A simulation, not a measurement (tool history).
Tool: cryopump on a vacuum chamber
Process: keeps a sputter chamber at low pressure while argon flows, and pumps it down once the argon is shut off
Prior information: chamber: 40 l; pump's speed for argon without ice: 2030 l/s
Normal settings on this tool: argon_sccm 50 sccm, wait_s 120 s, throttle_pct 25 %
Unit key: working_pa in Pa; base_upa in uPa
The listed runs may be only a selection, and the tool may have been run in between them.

| run | hour | argon_sccm | wait_s | throttle_pct | working_pa | base_upa |
|---|---|---|---|---|---|---|
| 1 | 0 | 50 | 120 | 25 | 0.1701 | 0.86 |
| 2 | 19.8 | 50 | 120 | 25 | 0.1715 | 0.84 |
| 3 | 39.3 | 50 | 120 | 25 | 0.1705 | 0.87 |
| 4 | 52.4 | 50 | 120 | 25 | 0.1704 | 0.85 |
| 5 | 74.6 | 50 | 120 | 25 | 0.1705 | 0.88 |
| 6 | 101.2 | 50 | 120 | 25 | 0.1711 | 0.93 |
| 7 | 128 | 50 | 120 | 25 | 0.1723 | 0.91 |
| 8 | 144.3 | 50 | 120 | 25 | 0.1723 | 0.88 |
| 9 | 173.2 | 50 | 120 | 25 | 0.1721 | 0.89 |
| 10 | 196.1 | 50 | 120 | 25 | 0.1714 | 0.89 |
| 11 | 208.9 | 50 | 120 | 28 | 0.1542 | 0.88 |
| 12 | 230.1 | 50 | 120 | 28 | 0.1546 | 0.93 |
| 13 | 250.9 | 50 | 120 | 25 | 0.1717 | 0.88 |
| 14 | 278.2 | 50 | 120 | 25 | 0.1718 | 0.93 |
| 15 | 302.9 | 20 | 120 | 25 | 0.0692 | 0.91 |
| 16 | 332 | 50 | 120 | 25 | 0.1732 | 0.93 |
| 17 | 351.8 | 50 | 120 | 15 | 0.2852 | 0.88 |
| 18 | 368.9 | 50 | 120 | 15 | 0.2827 | 0.93 |
| 19 | 383.9 | 23 | 37 | 25 | 0.0796 | 2.01 |
| 20 | 401.3 | 23 | 37 | 25 | 0.0791 | 2.1 |
| 21 | 416.3 | 50 | 120 | 42 | 0.1053 | 0.91 |
| 22 | 435.5 | 32 | 67 | 42 | 0.0673 | 1.3 |
| 23 | 459.6 | 91 | 40 | 43 | 0.1883 | 1.87 |
| 24 | 489.2 | 40 | 77 | 43 | 0.083 | 1.2 |
| 25 | 508.5 | 25 | 282 | 25 | 0.0865 | 0.61 |
| 26 | 531.6 | 25 | 282 | 25 | 0.087 | 0.65 |
| 27 | 561.4 | 25 | 282 | 46 | 0.049 | 0.66 |
| 28 | 581.7 | 41 | 120 | 48 | 0.0773 | 0.93 |
| 29 | 607.9 | 41 | 120 | 48 | 0.0776 | 0.93 |
| 30 | 631.5 | 33 | 41 | 25 | 0.1157 | 1.89 |
| 31 | 644.4 | 33 | 41 | 25 | 0.1138 | 1.89 |
| 32 | 662.4 | 44 | 78 | 37 | 0.1073 | 1.2 |
| 33 | 681.1 | 60 | 161 | 16 | 0.3205 | 0.79 |
| 34 | 699.7 | 29 | 241 | 30 | 0.0855 | 0.7 |
| 35 | 720.2 | 21 | 172 | 19 | 0.0958 | 0.78 |

Had the tool no unlogged condition, and each run kept its random variation, what would the results have been?
Hidden state present: pump's speed, % of a pump's without ice; cold plate's temperature, K; leak into the chamber, uPa l/s; drift of the gauge itself on working_pa, %; drift of the gauge itself on base_upa, %.
| run | working_pa | base_upa |
|---|---|---|
| 1 | 0.166 | 0.63 |
| 2 | 0.1673 | 0.61 |
| 3 | 0.1662 | 0.63 |
| 4 | 0.1661 | 0.62 |
| 5 | 0.166 | 0.64 |
| 6 | 0.1665 | 0.68 |
| 7 | 0.1674 | 0.66 |
| 8 | 0.1673 | 0.64 |
| 9 | 0.167 | 0.65 |
| 10 | 0.1662 | 0.64 |
| 11 | 0.1489 | 0.62 |
| 12 | 0.1492 | 0.67 |
| 13 | 0.1661 | 0.63 |
| 14 | 0.166 | 0.67 |
| 15 | 0.0668 | 0.65 |
| 16 | 0.1671 | 0.66 |
| 17 | 0.279 | 0.61 |
| 18 | 0.2764 | 0.66 |
| 19 | 0.0767 | 1.73 |
| 20 | 0.0761 | 1.82 |
| 21 | 0.0987 | 0.64 |
| 22 | 0.063 | 1.02 |
| 23 | 0.1757 | 1.6 |
| 24 | 0.0774 | 0.91 |
| 25 | 0.0829 | 0.32 |
| 26 | 0.0833 | 0.37 |
| 27 | 0.0452 | 0.37 |
| 28 | 0.071 | 0.63 |
| 29 | 0.0711 | 0.64 |
| 30 | 0.1104 | 1.59 |
| 31 | 0.1085 | 1.59 |
| 32 | 0.1 | 0.9 |
| 33 | 0.3105 | 0.49 |
| 34 | 0.0805 | 0.39 |
| 35 | 0.0921 | 0.48 |
